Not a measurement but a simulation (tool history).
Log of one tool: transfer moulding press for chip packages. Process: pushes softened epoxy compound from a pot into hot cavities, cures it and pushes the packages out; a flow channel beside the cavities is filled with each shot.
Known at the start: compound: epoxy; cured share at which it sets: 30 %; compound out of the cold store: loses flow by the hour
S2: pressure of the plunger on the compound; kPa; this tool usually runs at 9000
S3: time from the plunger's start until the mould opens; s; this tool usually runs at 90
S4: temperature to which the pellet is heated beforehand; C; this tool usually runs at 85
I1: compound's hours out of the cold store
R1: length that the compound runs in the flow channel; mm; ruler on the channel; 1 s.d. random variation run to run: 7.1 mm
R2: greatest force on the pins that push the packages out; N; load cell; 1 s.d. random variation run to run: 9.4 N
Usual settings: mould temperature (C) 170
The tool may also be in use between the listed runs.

run 1 hour=0.0 | mould_temperature_(C)=170 S2=9000 S3=90 S4=85 | I1=21.8 | R1=840 R2=425
run 2 hour=12.4 | mould_temperature_(C)=168 S2=9000 S3=90 S4=85 | I1=28.7 | R1=813 R2=451
run 3 hour=22.6 | mould_temperature_(C)=170 S2=9000 S3=90 S4=76 | I1=38.1 | R1=767 R2=431
-- hour=28.4 cavities cleaned with cleaning compound and waxed
run 4 hour=36.8 | mould_temperature_(C)=170 S2=9000 S3=90 S4=87 | I1=29.3 | R1=811 R2=423
run 5 hour=50.0 | mould_temperature_(C)=170 S2=9000 S3=90 S4=87 | I1=16.3 | R1=875 R2=437
-- hour=53.8 plunger's sealing rings changed
-- hour=65.1 cavities cleaned with cleaning compound and waxed
run 6 hour=70.6 | mould_temperature_(C)=170 S2=9000 S3=90 S4=85 | I1=9.6 | R1=906 R2=442
run 7 hour=78.8 | mould_temperature_(C)=170 S2=10050 S3=90 S4=85 | I1=27.6 | R1=860 R2=420
run 8 hour=89.7 | mould_temperature_(C)=170 S2=10050 S3=90 S4=85 | I1=23.0 | R1=888 R2=432
-- hour=100.0 cavities cleaned with cleaning compound and waxed
run 9 hour=104.1 | mould_temperature_(C)=170 S2=7160 S3=90 S4=85 | I1=38.3 | R1=680 R2=430
-- hour=117.8 mould's thermocouples calibrated
run 10 hour=117.8 | mould_temperature_(C)=170 S2=9000 S3=90 S4=85 | I1=18.0 | R1=854 R2=431
run 11 hour=132.8 | mould_temperature_(C)=170 S2=9000 S3=90 S4=85 | I1=17.2 | R1=862 R2=444
-- hour=136.0 cavities cleaned with cleaning compound and waxed
run 12 hour=150.5 | mould_temperature_(C)=170 S2=9000 S3=90 S4=77 | I1=47.6 | R1=721 R2=435
run 13 hour=162.0 | mould_temperature_(C)=172 S2=9000 S3=90 S4=77 | I1=17.6 | R1=851 R2=423
-- hour=169.9 cavities cleaned with cleaning compound and waxed
run 14 hour=180.4 | mould_temperature_(C)=165 S2=9000 S3=90 S4=85 | I1=12.1 | R1=912 R2=527
run 15 hour=195.1 | mould_temperature_(C)=165 S2=9000 S3=90 S4=85 | I1=34.0 | R1=805 R2=493
-- hour=203.7 cavities cleaned with cleaning compound and waxed
run 16 hour=214.1 | mould_temperature_(C)=165 S2=9790 S3=90 S4=85 | I1=40.2 | R1=808 R2=511
run 17 hour=223.4 | mould_temperature_(C)=165 S2=9790 S3=90 S4=85 | I1=29.8 | R1=847 R2=512
run 18 hour=233.1 | mould_temperature_(C)=165 S2=9790 S3=90 S4=77 | I1=20.7 | R1=902 R2=524
-- hour=237.5 cavities cleaned with cleaning compound and waxed
run 19 hour=252.6 | mould_temperature_(C)=170 S2=9120 S3=90 S4=85 | I1=8.1 | R1=929 R2=440
run 20 hour=262.9 | mould_temperature_(C)=170 S2=9120 S3=111 S4=85 | I1=37.5 | R1=776 R2=414
-- hour=271.8 cavities cleaned with cleaning compound and waxed
run 21 hour=276.9 | mould_temperature_(C)=170 S2=9120 S3=111 S4=85 | I1=45.7 | R1=731 R2=383

The next listed run, before its measurement:
run 22 hour=292.1 | mould_temperature_(C)=170 S2=9120 S3=111 S4=85 | I1=36.9 | R1=? R2=?

Run 22 yielded R1 787 mm, R2 380 N.
On a tool with no hidden condition, and with the same random variation, this run would have come out at R1 788 mm, R2 377 N.

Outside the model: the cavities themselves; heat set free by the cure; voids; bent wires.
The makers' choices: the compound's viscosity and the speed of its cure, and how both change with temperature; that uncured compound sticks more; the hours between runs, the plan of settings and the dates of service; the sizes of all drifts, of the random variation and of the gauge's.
